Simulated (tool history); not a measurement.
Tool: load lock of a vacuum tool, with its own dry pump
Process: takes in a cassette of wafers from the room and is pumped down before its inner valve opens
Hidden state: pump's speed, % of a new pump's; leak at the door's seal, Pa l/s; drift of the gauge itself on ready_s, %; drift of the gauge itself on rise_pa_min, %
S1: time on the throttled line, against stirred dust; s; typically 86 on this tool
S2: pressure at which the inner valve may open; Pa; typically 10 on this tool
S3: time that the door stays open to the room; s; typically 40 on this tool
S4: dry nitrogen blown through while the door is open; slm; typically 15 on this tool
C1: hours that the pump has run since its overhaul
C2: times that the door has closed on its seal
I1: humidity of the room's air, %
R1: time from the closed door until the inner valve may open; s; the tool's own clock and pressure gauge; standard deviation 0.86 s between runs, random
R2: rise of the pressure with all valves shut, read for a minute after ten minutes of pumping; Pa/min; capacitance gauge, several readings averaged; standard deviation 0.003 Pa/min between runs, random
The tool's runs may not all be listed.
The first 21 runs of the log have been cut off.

run 22 hour=2675.1 | S1=58 S2=9 S3=97 S4=23 | C1=6225 C2=21817 | I1=46.2 | R1=116.1 R2=0.062
run 23 hour=2849.7 | S1=58 S2=9 S3=97 S4=23 | C1=6400 C2=22485 | I1=43.7 | R1=116.8 R2=0.071
run 24 hour=2965.6 | S1=100 S2=12 S3=97 S4=13 | C1=6516 C2=22929 | I1=42.9 | R1=150.7 R2=0.076
run 25 hour=3093.5 | S1=163 S2=10 S3=96 S4=39 | C1=6643 C2=23418 | I1=43.7 | R1=207.1 R2=0.061
run 26 hour=3237.9 | S1=163 S2=10 S3=134 S4=39 | C1=6788 C2=23971 | I1=46.3 | R1=203.8 R2=0.067
run 27 hour=3400.2 | S1=86 S2=18 S3=35 S4=15 | C1=6950 C2=24593 | I1=49 | R1=136.6 R2=0.081
run 28 hour=3485.2 | S1=71 S2=18 S3=40 S4=9 | C1=7035 C2=24918 | I1=45.9 | R1=122.1 R2=0.088
run 29 hour=3658.7 | S1=71 S2=18 S3=40 S4=9 | C1=7209 C2=25582 | I1=47.4 | R1=122 R2=0.093
run 30 hour=3784.4 | S1=43 S2=14 S3=40 S4=12 | C1=7334 C2=26063 | I1=46.4 | R1=100.9 R2=0.083
run 31 hour=3938.6 | S1=104 S2=10 S3=40 S4=15 | C1=7489 C2=26653 | I1=42.1 | R1=155.3 R2=0.076
run 32 hour=4013.8 | S1=104 S2=10 S3=40 S4=15 | C1=7564 C2=26941 | I1=44.7 | R1=157.4 R2=0.08
run 33 hour=4097 | S1=45 S2=16 S3=43 S4=38 | C1=7647 C2=27260 | I1=43.4 | R1=100.8 R2=0.071

Alternative continuations, all from the tool just after run 33; predict every row:
run A hour=4222.5 | S1=45 S2=9 S3=43 S4=38 | C1=7772 C2=27740 | I1=44.5 | R1=? R2=?
run B hour=4222.5 | S1=86 S2=10 S3=166 S4=15 | C1=7772 C2=27740 | I1=47.5 | R1=? R2=?
run C hour=4222.5 | S1=91 S2=10 S3=97 S4=34 | C1=7772 C2=27740 | I1=43.7 | R1=? R2=?
run D hour=4222.5 | S1=78 S2=16 S3=43 S4=38 | C1=7772 C2=27740 | I1=44.8 | R1=? R2=?

run=A R1=106.7 R2=0.071
run=B R1=140.8 R2=0.1
run=C R1=144.3 R2=0.075
run=D R1=130.3 R2=0.071
With no hidden state in the tool, these same runs would have given:
run=A R1=98.6 R2=0.013
run=B R1=133.5 R2=0.04
run=C R1=137.1 R2=0.016
run=D R1=123.4 R2=0.013

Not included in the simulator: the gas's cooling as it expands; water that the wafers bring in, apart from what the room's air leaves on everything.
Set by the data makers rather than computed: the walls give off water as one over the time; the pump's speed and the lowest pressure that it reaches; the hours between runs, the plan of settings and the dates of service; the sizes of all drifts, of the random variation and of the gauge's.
